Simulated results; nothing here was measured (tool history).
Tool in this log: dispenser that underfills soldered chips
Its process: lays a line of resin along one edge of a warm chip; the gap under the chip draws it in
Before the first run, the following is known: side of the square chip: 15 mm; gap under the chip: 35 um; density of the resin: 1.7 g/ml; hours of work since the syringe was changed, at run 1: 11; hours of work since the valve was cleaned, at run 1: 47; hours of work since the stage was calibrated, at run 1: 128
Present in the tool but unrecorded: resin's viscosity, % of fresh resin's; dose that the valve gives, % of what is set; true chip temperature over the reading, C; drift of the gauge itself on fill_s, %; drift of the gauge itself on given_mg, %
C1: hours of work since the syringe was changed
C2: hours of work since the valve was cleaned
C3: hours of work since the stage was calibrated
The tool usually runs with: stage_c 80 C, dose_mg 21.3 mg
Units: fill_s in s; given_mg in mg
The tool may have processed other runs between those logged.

{"run": 1, "hour": 0.0, "stage_c": 80, "dose_mg": 21.3, "C1": 11, "C2": 47, "C3": 128, "fill_s": 266, "given_mg": 20.46}
{"hour": 1.4, "done": "new syringe of resin"}
{"run": 2, "hour": 3.9, "stage_c": 80, "dose_mg": 21.3, "C1": 2, "C2": 49, "C3": 131, "fill_s": 195.3, "given_mg": 20.42}
{"run": 3, "hour": 11.8, "stage_c": 80, "dose_mg": 21.3, "C1": 8, "C2": 56, "C3": 138, "fill_s": 235.7, "given_mg": 20.3}
{"hour": 16.8, "done": "new syringe of resin"}
{"run": 4, "hour": 18.3, "stage_c": 80, "dose_mg": 21.3, "C1": 1, "C2": 61, "C3": 142, "fill_s": 188.5, "given_mg": 20.24}
{"run": 5, "hour": 22.4, "stage_c": 84, "dose_mg": 21.3, "C1": 4, "C2": 64, "C3": 146, "fill_s": 183.1, "given_mg": 19.97}
{"hour": 30.1, "done": "dispensing valve cleaned and set on the balance"}
{"run": 6, "hour": 30.1, "stage_c": 80, "dose_mg": 21.3, "C1": 10, "C2": 0, "C3": 151, "fill_s": 247.7, "given_mg": 21.32}
{"hour": 33.1, "done": "new syringe of resin"}
{"run": 7, "hour": 35.9, "stage_c": 80, "dose_mg": 21.3, "C1": 2, "C2": 4, "C3": 156, "fill_s": 191.4, "given_mg": 21.36}
{"run": 8, "hour": 42.0, "stage_c": 80, "dose_mg": 21.3, "C1": 7, "C2": 9, "C3": 160, "fill_s": 225, "given_mg": 21.15}
{"hour": 48.3, "done": "new syringe of resin"}
{"run": 9, "hour": 50.1, "stage_c": 80, "dose_mg": 21.3, "C1": 1, "C2": 16, "C3": 167, "fill_s": 187.9, "given_mg": 21.08}
{"run": 10, "hour": 53.5, "stage_c": 80, "dose_mg": 22.8, "C1": 4, "C2": 18, "C3": 169, "fill_s": 202.3, "given_mg": 22.47}
{"run": 11, "hour": 57.7, "stage_c": 80, "dose_mg": 22.8, "C1": 8, "C2": 22, "C3": 173, "fill_s": 227.6, "given_mg": 22.51}
{"hour": 63.4, "done": "new syringe of resin"}
{"run": 12, "hour": 65.5, "stage_c": 80, "dose_mg": 22.8, "C1": 2, "C2": 28, "C3": 179, "fill_s": 186, "given_mg": 22.38}
{"run": 13, "hour": 71.9, "stage_c": 95, "dose_mg": 22.8, "C1": 7, "C2": 33, "C3": 184, "fill_s": 133.9, "given_mg": 22.17}
{"run": 14, "hour": 77.9, "stage_c": 95, "dose_mg": 22.8, "C1": 12, "C2": 38, "C3": 189, "fill_s": 159.5, "given_mg": 22.29}
{"hour": 78.9, "done": "new syringe of resin"}
{"run": 15, "hour": 85.6, "stage_c": 95, "dose_mg": 22.8, "C1": 5, "C2": 43, "C3": 195, "fill_s": 131.7, "given_mg": 22.06}
{"run": 16, "hour": 91.7, "stage_c": 80, "dose_mg": 21.4, "C1": 10, "C2": 48, "C3": 199, "fill_s": 248.6, "given_mg": 20.55}
{"hour": 94.3, "done": "new syringe of resin"}
{"run": 17, "hour": 98.8, "stage_c": 80, "dose_mg": 21.4, "C1": 4, "C2": 54, "C3": 205, "fill_s": 202.1, "given_mg": 20.38}
{"run": 18, "hour": 103.9, "stage_c": 83, "dose_mg": 21.3, "C1": 8, "C2": 58, "C3": 209, "fill_s": 209.9, "given_mg": 20.33}
{"run": 19, "hour": 107.4, "stage_c": 83, "dose_mg": 25.2, "C1": 11, "C2": 61, "C3": 212, "fill_s": 224.8, "given_mg": 23.95}
{"hour": 109.5, "done": "new syringe of resin"}
{"run": 20, "hour": 111.6, "stage_c": 72, "dose_mg": 25, "C1": 2, "C2": 64, "C3": 215, "fill_s": 243, "given_mg": 23.55}
{"run": 21, "hour": 116.9, "stage_c": 76, "dose_mg": 21.9, "C1": 6, "C2": 68, "C3": 219, "fill_s": 247.2, "given_mg": 20.65}
{"hour": 119.8, "done": "dispensing valve cleaned and set on the balance"}
{"run": 22, "hour": 124.6, "stage_c": 79, "dose_mg": 20, "C1": 11, "C2": 4, "C3": 224, "fill_s": 266.1, "given_mg": 19.92}
{"hour": 126.1, "done": "new syringe of resin"}
{"run": 23, "hour": 132.4, "stage_c": 79, "dose_mg": 20, "C1": 5, "C2": 10, "C3": 230, "fill_s": 224.2, "given_mg": 19.77}
{"run": 24, "hour": 140.0, "stage_c": 79, "dose_mg": 20, "C1": 11, "C2": 16, "C3": 236, "fill_s": 266.9, "given_mg": 19.86}
{"hour": 141.5, "done": "new syringe of resin"}
{"run": 25, "hour": 147.8, "stage_c": 79, "dose_mg": 20.5, "C1": 5, "C2": 22, "C3": 242, "fill_s": 218.7, "given_mg": 20.22}
{"run": 26, "hour": 152.9, "stage_c": 72, "dose_mg": 24.3, "C1": 9, "C2": 26, "C3": 247, "fill_s": 310.6, "given_mg": 23.66}
{"hour": 157.0, "done": "new syringe of resin"}
{"run": 27, "hour": 160.3, "stage_c": 69, "dose_mg": 23.7, "C1": 3, "C2": 32, "C3": 252, "fill_s": 280.3, "given_mg": 22.96}
{"run": 28, "hour": 166.6, "stage_c": 67, "dose_mg": 19.1, "C1": 8, "C2": 37, "C3": 257, "fill_s": 371.3, "given_mg": 18.4}
{"hour": 172.4, "done": "new syringe of resin"}
{"run": 29, "hour": 174.7, "stage_c": 94, "dose_mg": 21.6, "C1": 2, "C2": 43, "C3": 264, "fill_s": 119.3, "given_mg": 20.8}
{"run": 30, "hour": 182.3, "stage_c": 94, "dose_mg": 21.6, "C1": 8, "C2": 49, "C3": 270, "fill_s": 145.1, "given_mg": 20.62}
{"hour": 188.0, "done": "new syringe of resin"}
{"run": 31, "hour": 189.1, "stage_c": 92, "dose_mg": 22.6, "C1": 1, "C2": 54, "C3": 275, "fill_s": 120.9, "given_mg": 21.48}
{"run": 32, "hour": 194.8, "stage_c": 70, "dose_mg": 25.8, "C1": 5, "C2": 59, "C3": 279, "fill_s": 290.6, "given_mg": 24.39}
{"run": 33, "hour": 200.9, "stage_c": 70, "dose_mg": 25.8, "C1": 10, "C2": 64, "C3": 284, "fill_s": 340, "given_mg": 24.14}
{"hour": 203.0, "done": "new syringe of resin"}
{"run": 34, "hour": 205.5, "stage_c": 93, "dose_mg": 22.4, "C1": 2, "C2": 67, "C3": 288, "fill_s": 120.9, "given_mg": 21.14}
{"hour": 209.4, "done": "dispensing valve cleaned and set on the balance"}
{"run": 35, "hour": 213.8, "stage_c": 74, "dose_mg": 25, "C1": 8, "C2": 4, "C3": 293, "fill_s": 272.9, "given_mg": 25.07}

Below, some changes in fill_s between adjacent runs. For each, the amount present without the hidden state too (settings, incoming material, random variation) and the amount remaining for the hidden state with gauge scatter not shared by both compared results:
Run 1 -> 2: new syringe of resin. fill_s -70.7 s: hidden state -68.5, all else -2.2.
Run 28 -> 29: stage_c 67 -> 94, dose_mg 19.1 -> 21.6, new syringe of resin. fill_s -252 s: hidden state -70.7, all else -181.3.
Run 31 -> 32: stage_c 92 -> 70, dose_mg 22.6 -> 25.8. fill_s +169.7 s: hidden state +36, all else +133.7.
Run 33 -> 34: stage_c 70 -> 93, dose_mg 25.8 -> 22.4, new syringe of resin. fill_s -219.1 s: hidden state -80.6, all else -138.5.

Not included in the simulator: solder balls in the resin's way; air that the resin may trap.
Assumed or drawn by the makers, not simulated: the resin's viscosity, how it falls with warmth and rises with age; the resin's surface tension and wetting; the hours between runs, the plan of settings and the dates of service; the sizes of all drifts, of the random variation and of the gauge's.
